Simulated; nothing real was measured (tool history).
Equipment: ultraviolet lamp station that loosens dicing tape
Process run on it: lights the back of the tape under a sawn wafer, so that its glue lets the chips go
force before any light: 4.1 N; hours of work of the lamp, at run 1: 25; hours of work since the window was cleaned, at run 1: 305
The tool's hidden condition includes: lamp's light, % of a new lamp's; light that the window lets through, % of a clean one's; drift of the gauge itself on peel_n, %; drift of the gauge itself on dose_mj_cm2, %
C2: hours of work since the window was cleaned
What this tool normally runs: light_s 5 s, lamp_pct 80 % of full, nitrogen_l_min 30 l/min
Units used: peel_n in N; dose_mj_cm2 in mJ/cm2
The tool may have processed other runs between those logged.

run 1 day=0 | light_s=5 lamp_pct=80 nitrogen_l_min=30 | hours_of_work_of_the_lamp=25 C2=305 | peel_n=0.43 dose_mj_cm2=420
run 2 day=0.179 | light_s=5 lamp_pct=80 nitrogen_l_min=30 | hours_of_work_of_the_lamp=27 C2=307 | peel_n=0.403 dose_mj_cm2=411
run 3 day=0.333 | light_s=5 lamp_pct=80 nitrogen_l_min=30 | hours_of_work_of_the_lamp=29 C2=309 | peel_n=0.417 dose_mj_cm2=417
run 4 day=0.617 | light_s=5 lamp_pct=80 nitrogen_l_min=30 | hours_of_work_of_the_lamp=32 C2=312 | peel_n=0.42 dose_mj_cm2=414
run 5 day=0.796 | light_s=5 lamp_pct=80 nitrogen_l_min=30 | hours_of_work_of_the_lamp=34 C2=314 | peel_n=0.432 dose_mj_cm2=413
run 6 day=1.138 | light_s=5 lamp_pct=80 nitrogen_l_min=30 | hours_of_work_of_the_lamp=38 C2=319 | peel_n=0.422 dose_mj_cm2=412
run 7 day=1.496 | light_s=5 lamp_pct=80 nitrogen_l_min=30 | hours_of_work_of_the_lamp=43 C2=323 | peel_n=0.432 dose_mj_cm2=412
run 8 day=1.721 | light_s=7 lamp_pct=80 nitrogen_l_min=30 | hours_of_work_of_the_lamp=46 C2=326 | peel_n=0.284 dose_mj_cm2=574
run 9 day=2.021 | light_s=7 lamp_pct=80 nitrogen_l_min=30 | hours_of_work_of_the_lamp=49 C2=329 | peel_n=0.288 dose_mj_cm2=575
run 10 day=2.179 | light_s=5 lamp_pct=80 nitrogen_l_min=30 | hours_of_work_of_the_lamp=51 C2=331 | peel_n=0.42 dose_mj_cm2=405
run 11 day=2.421 | light_s=5 lamp_pct=80 nitrogen_l_min=30 | hours_of_work_of_the_lamp=54 C2=334 | peel_n=0.412 dose_mj_cm2=413
run 12 day=2.596 | light_s=5 lamp_pct=80 nitrogen_l_min=30 | hours_of_work_of_the_lamp=56 C2=336 | peel_n=0.437 dose_mj_cm2=408
run 13 day=2.908 | light_s=5 lamp_pct=80 nitrogen_l_min=30 | hours_of_work_of_the_lamp=60 C2=340 | peel_n=0.418 dose_mj_cm2=404
-- day=2.946 window cleaned of glue's vapour
run 14 day=3.192 | light_s=5 lamp_pct=80 nitrogen_l_min=30 | hours_of_work_of_the_lamp=63 C2=3 | peel_n=0.462 dose_mj_cm2=391

Run 15 has not been measured yet. What should we expect?
run 15 day=3.396 | light_s=9 lamp_pct=83 nitrogen_l_min=24 | hours_of_work_of_the_lamp=66 C2=5 | peel_n=? dose_mj_cm2=?

peel_n: 0.233 N
dose_mj_cm2: 733 mJ/cm2
On a tool with no hidden condition, and with the same random variation, this run would have come out at peel_n 0.216 N, dose_mj_cm2 839 mJ/cm2.
